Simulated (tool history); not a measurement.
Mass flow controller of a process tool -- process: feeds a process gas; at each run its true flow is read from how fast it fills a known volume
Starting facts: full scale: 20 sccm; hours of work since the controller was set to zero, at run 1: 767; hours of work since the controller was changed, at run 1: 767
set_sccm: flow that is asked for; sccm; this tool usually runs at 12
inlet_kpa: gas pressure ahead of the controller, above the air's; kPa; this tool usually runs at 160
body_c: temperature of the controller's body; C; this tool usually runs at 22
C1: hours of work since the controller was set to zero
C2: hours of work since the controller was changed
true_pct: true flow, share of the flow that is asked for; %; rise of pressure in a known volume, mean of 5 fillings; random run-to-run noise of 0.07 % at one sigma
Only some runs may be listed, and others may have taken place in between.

{"run": 1, "hour": 0.0, "set_sccm": 12, "inlet_kpa": 160, "body_c": 22, "C1": 767, "C2": 767, "true_pct": 98.79}
{"run": 2, "hour": 129.2, "set_sccm": 12, "inlet_kpa": 160, "body_c": 22, "C1": 826, "C2": 826, "true_pct": 98.72}
{"run": 3, "hour": 226.3, "set_sccm": 12, "inlet_kpa": 234, "body_c": 22, "C1": 871, "C2": 871, "true_pct": 99.08}
{"run": 4, "hour": 389.0, "set_sccm": 12, "inlet_kpa": 160, "body_c": 28, "C1": 945, "C2": 945, "true_pct": 98.17}
{"run": 5, "hour": 535.6, "set_sccm": 12, "inlet_kpa": 160, "body_c": 28, "C1": 1013, "C2": 1013, "true_pct": 98.09}
{"run": 6, "hour": 685.9, "set_sccm": 12, "inlet_kpa": 222, "body_c": 28, "C1": 1082, "C2": 1082, "true_pct": 98.15}
{"run": 7, "hour": 853.4, "set_sccm": 12, "inlet_kpa": 160, "body_c": 22, "C1": 1158, "C2": 1158, "true_pct": 98.53}
{"run": 8, "hour": 936.5, "set_sccm": 12, "inlet_kpa": 160, "body_c": 22, "C1": 1197, "C2": 1197, "true_pct": 98.45}
{"run": 9, "hour": 1047.6, "set_sccm": 12, "inlet_kpa": 160, "body_c": 22, "C1": 1248, "C2": 1248, "true_pct": 98.56}
{"run": 10, "hour": 1187.7, "set_sccm": 12, "inlet_kpa": 160, "body_c": 22, "C1": 1312, "C2": 1312, "true_pct": 98.34}
{"run": 11, "hour": 1373.6, "set_sccm": 12, "inlet_kpa": 160, "body_c": 22, "C1": 1397, "C2": 1397, "true_pct": 98.36}
{"run": 12, "hour": 1500.7, "set_sccm": 12, "inlet_kpa": 160, "body_c": 22, "C1": 1456, "C2": 1456, "true_pct": 98.35}
{"run": 13, "hour": 1672.4, "set_sccm": 12, "inlet_kpa": 160, "body_c": 22, "C1": 1535, "C2": 1535, "true_pct": 98.4}
{"run": 14, "hour": 1830.0, "set_sccm": 12, "inlet_kpa": 160, "body_c": 22, "C1": 1607, "C2": 1607, "true_pct": 98.49}
{"run": 15, "hour": 1972.3, "set_sccm": 5, "inlet_kpa": 160, "body_c": 22, "C1": 1672, "C2": 1672, "true_pct": 96.59}
{"run": 16, "hour": 2065.4, "set_sccm": 12, "inlet_kpa": 160, "body_c": 24, "C1": 1715, "C2": 1715, "true_pct": 98.04}
{"run": 17, "hour": 2230.5, "set_sccm": 12, "inlet_kpa": 160, "body_c": 22, "C1": 1791, "C2": 1791, "true_pct": 98.19}
{"run": 18, "hour": 2388.1, "set_sccm": 12, "inlet_kpa": 160, "body_c": 22, "C1": 1863, "C2": 1863, "true_pct": 98.16}
{"run": 19, "hour": 2532.6, "set_sccm": 12, "inlet_kpa": 160, "body_c": 22, "C1": 1929, "C2": 1929, "true_pct": 98.11}
{"run": 20, "hour": 2676.1, "set_sccm": 4, "inlet_kpa": 267, "body_c": 30, "C1": 1995, "C2": 1995, "true_pct": 95.44}
{"run": 21, "hour": 2866.1, "set_sccm": 8, "inlet_kpa": 249, "body_c": 37, "C1": 2083, "C2": 2083, "true_pct": 96.2}
{"run": 22, "hour": 3027.0, "set_sccm": 8, "inlet_kpa": 249, "body_c": 37, "C1": 2157, "C2": 2157, "true_pct": 96.14}
{"run": 23, "hour": 3141.3, "set_sccm": 8, "inlet_kpa": 214, "body_c": 37, "C1": 2209, "C2": 2209, "true_pct": 95.95}
{"run": 24, "hour": 3333.1, "set_sccm": 3, "inlet_kpa": 160, "body_c": 22, "C1": 2297, "C2": 2297, "true_pct": 94.61}
{"run": 25, "hour": 3480.9, "set_sccm": 6, "inlet_kpa": 160, "body_c": 22, "C1": 2365, "C2": 2365, "true_pct": 96.45}
{"run": 26, "hour": 3640.6, "set_sccm": 10, "inlet_kpa": 194, "body_c": 31, "C1": 2438, "C2": 2438, "true_pct": 96.87}
{"run": 27, "hour": 3787.8, "set_sccm": 10, "inlet_kpa": 194, "body_c": 31, "C1": 2506, "C2": 2506, "true_pct": 96.7}
{"run": 28, "hour": 3869.2, "set_sccm": 6, "inlet_kpa": 179, "body_c": 32, "C1": 2543, "C2": 2543, "true_pct": 95.35}
{"run": 29, "hour": 3986.2, "set_sccm": 15, "inlet_kpa": 271, "body_c": 20, "C1": 2597, "C2": 2597, "true_pct": 99}
{"run": 30, "hour": 4065.4, "set_sccm": 12, "inlet_kpa": 207, "body_c": 22, "C1": 2633, "C2": 2633, "true_pct": 98.01}
{"run": 31, "hour": 4170.5, "set_sccm": 20, "inlet_kpa": 183, "body_c": 33, "C1": 2682, "C2": 2682, "true_pct": 98.09}
{"run": 32, "hour": 4276.7, "set_sccm": 13, "inlet_kpa": 179, "body_c": 29, "C1": 2730, "C2": 2730, "true_pct": 97.43}
{"run": 33, "hour": 4382.9, "set_sccm": 9, "inlet_kpa": 163, "body_c": 32, "C1": 2779, "C2": 2779, "true_pct": 96.15}
{"run": 34, "hour": 4515.3, "set_sccm": 9, "inlet_kpa": 163, "body_c": 32, "C1": 2840, "C2": 2840, "true_pct": 96.11}
{"run": 35, "hour": 4682.7, "set_sccm": 3, "inlet_kpa": 265, "body_c": 23, "C1": 2917, "C2": 2917, "true_pct": 93.93}
{"run": 36, "hour": 4801.8, "set_sccm": 3, "inlet_kpa": 224, "body_c": 27, "C1": 2971, "C2": 2971, "true_pct": 93.44}
{"run": 37, "hour": 4968.4, "set_sccm": 3, "inlet_kpa": 224, "body_c": 27, "C1": 3048, "C2": 3048, "true_pct": 93.3}

Branching from run 37: 5 alternative next runs. What would each branch give?
{"run": "A", "hour": 5152.9, "set_sccm": 5, "inlet_kpa": 224, "body_c": 27, "C1": 3133, "C2": 3133, "true_pct": "?"}
{"run": "B", "hour": 5152.9, "set_sccm": 7, "inlet_kpa": 222, "body_c": 33, "C1": 3133, "C2": 3133, "true_pct": "?"}
{"run": "C", "hour": 5152.9, "set_sccm": 10, "inlet_kpa": 266, "body_c": 29, "C1": 3133, "C2": 3133, "true_pct": "?"}
{"run": "D", "hour": 5152.9, "set_sccm": 3, "inlet_kpa": 171, "body_c": 20, "C1": 3133, "C2": 3133, "true_pct": "?"}
{"run": "E", "hour": 5152.9, "set_sccm": 12, "inlet_kpa": 160, "body_c": 30, "C1": 3133, "C2": 3133, "true_pct": "?"}

run=A true_pct=95.19
run=B true_pct=95.43
run=C true_pct=97.04
run=D true_pct=93.55
run=E true_pct=96.81
Stripped of hidden state, with their random variation kept, the same runs would have yielded:
run=A true_pct=98.23
run=B true_pct=97.76
run=C true_pct=98.85
run=D true_pct=98.22
run=E true_pct=98.42
